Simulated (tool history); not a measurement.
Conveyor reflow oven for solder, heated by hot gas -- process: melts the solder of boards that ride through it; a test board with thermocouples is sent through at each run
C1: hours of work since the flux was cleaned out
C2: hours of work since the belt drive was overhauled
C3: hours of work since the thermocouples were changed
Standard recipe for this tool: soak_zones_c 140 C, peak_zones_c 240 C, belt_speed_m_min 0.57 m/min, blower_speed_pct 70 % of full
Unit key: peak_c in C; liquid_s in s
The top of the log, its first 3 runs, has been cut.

Run 4, hour 153.4: usual settings but soak_zones_c 145 C; C1 72; C2 93; C3 482. Result: peak_c 221.9 C, liquid_s 61.2 s.
Run 5, hour 247.4: usual settings but soak_zones_c 145 C, peak_zones_c 234 C; C1 116; C2 137; C3 526. Result: peak_c 216.7 C, liquid_s 57.6 s.
Run 6, hour 311.4: usual settings; C1 146; C2 167; C3 556. Result: peak_c 221.1 C, liquid_s 57.3 s.
Run 7, hour 394: usual settings; C1 185; C2 206; C3 595. Result: peak_c 221.2 C, liquid_s 57.2 s.
Run 8, hour 474.6: usual settings but belt_speed_m_min 0.568 m/min; C1 223; C2 244; C3 633. Result: peak_c 220.9 C, liquid_s 57.7 s.
Run 9, hour 514.4: usual settings; C1 242; C2 263; C3 652. Result: peak_c 221.4 C, liquid_s 58.5 s.
Run 10, hour 558.4: usual settings; C1 263; C2 283; C3 673. Result: peak_c 220.7 C, liquid_s 57.6 s.
Run 11, hour 645.9: usual settings but soak_zones_c 145 C; C1 304; C2 325; C3 714. Result: peak_c 222 C, liquid_s 60.1 s.
Run 12, hour 705.2: usual settings but soak_zones_c 145 C; C1 332; C2 352; C3 742. Result: peak_c 220.6 C, liquid_s 60.5 s.
At hour 775.3: flux residue cleaned out of gas plates and filters.
Run 13, hour 790.6: usual settings but soak_zones_c 145 C; C1 7; C2 390; C3 779. Result: peak_c 222 C, liquid_s 60.6 s.
Run 14, hour 848.6: usual settings; C1 34; C2 418; C3 807. Result: peak_c 220.3 C, liquid_s 58.4 s.
Run 15, hour 897.5: usual settings; C1 57; C2 441; C3 830. Result: peak_c 221.5 C, liquid_s 57.8 s.

Estimate the outcome of run 16 from the log above:
Run 16, hour 945.8: usual settings; C1 80; C2 463; C3 852. Result: peak_c ?, liquid_s ?.

Logged for run 16: peak_c 220.4 C, liquid_s 57.9 s.
The same run, on a tool lacking any hidden state, would have yielded peak_c 220.6 C, liquid_s 58 s.
